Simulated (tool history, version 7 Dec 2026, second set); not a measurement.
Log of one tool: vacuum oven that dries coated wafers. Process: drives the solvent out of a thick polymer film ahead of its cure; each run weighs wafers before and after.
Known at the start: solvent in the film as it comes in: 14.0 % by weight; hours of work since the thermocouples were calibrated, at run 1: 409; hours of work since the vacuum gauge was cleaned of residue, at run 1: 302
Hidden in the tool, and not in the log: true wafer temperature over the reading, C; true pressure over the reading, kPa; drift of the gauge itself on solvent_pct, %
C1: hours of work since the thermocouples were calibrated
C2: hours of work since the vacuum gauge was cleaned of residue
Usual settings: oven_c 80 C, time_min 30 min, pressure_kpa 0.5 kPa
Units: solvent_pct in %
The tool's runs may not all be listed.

run 1 hour=0 | oven_c=80 time_min=30 pressure_kpa=0.5 | C1=409 C2=302 | solvent_pct=0.68
run 2 hour=66 | oven_c=80 time_min=19 pressure_kpa=0.5 | C1=459 C2=353 | solvent_pct=1.62
run 3 hour=135.3 | oven_c=93 time_min=30 pressure_kpa=0.5 | C1=513 C2=407 | solvent_pct=0.2
run 4 hour=218.9 | oven_c=93 time_min=30 pressure_kpa=0.5 | C1=577 C2=471 | solvent_pct=0.23
run 5 hour=261.7 | oven_c=80 time_min=30 pressure_kpa=0.5 | C1=610 C2=504 | solvent_pct=0.67
run 6 hour=317.2 | oven_c=80 time_min=30 pressure_kpa=0.5 | C1=653 C2=547 | solvent_pct=0.68
run 7 hour=415.3 | oven_c=80 time_min=30 pressure_kpa=0.326 | C1=729 C2=623 | solvent_pct=0.55
run 8 hour=459.9 | oven_c=80 time_min=30 pressure_kpa=0.326 | C1=763 C2=657 | solvent_pct=0.6
run 9 hour=540 | oven_c=80 time_min=30 pressure_kpa=0.326 | C1=825 C2=719 | solvent_pct=0.63
run 10 hour=638 | oven_c=80 time_min=30 pressure_kpa=0.849 | C1=901 C2=794 | solvent_pct=0.78
run 11 hour=694.7 | oven_c=80 time_min=30 pressure_kpa=0.849 | C1=944 C2=838 | solvent_pct=0.84
run 12 hour=777.1 | oven_c=80 time_min=30 pressure_kpa=1.636 | C1=1008 C2=902 | solvent_pct=1.11
-- hour=822.9 oven's thermocouples calibrated
run 13 hour=856.8 | oven_c=80 time_min=30 pressure_kpa=1.636 | C1=26 C2=962 | solvent_pct=1.08
run 14 hour=935.4 | oven_c=80 time_min=37 pressure_kpa=0.5 | C1=87 C2=1022 | solvent_pct=0.49
-- hour=986.7 oven's thermocouples calibrated, once more
run 15 hour=1035.5 | oven_c=80 time_min=37 pressure_kpa=0.5 | C1=38 C2=1098 | solvent_pct=0.55
run 16 hour=1116.3 | oven_c=80 time_min=37 pressure_kpa=0.5 | C1=100 C2=1160 | solvent_pct=0.58
run 17 hour=1198 | oven_c=80 time_min=37 pressure_kpa=0.841 | C1=163 C2=1223 | solvent_pct=0.8
run 18 hour=1251.1 | oven_c=80 time_min=19 pressure_kpa=0.5 | C1=204 C2=1264 | solvent_pct=1.82
run 19 hour=1310.8 | oven_c=80 time_min=19 pressure_kpa=0.5 | C1=250 C2=1310 | solvent_pct=1.74

Run 20 comes next. What will it give?
run 20 hour=1391.6 | oven_c=80 time_min=19 pressure_kpa=0.5 | C1=312 C2=1373 | solvent_pct=?

{"run 20": {"solvent_pct": 1.79}}
Without the tool's hidden state the same run would have given solvent_pct 1.7 %.
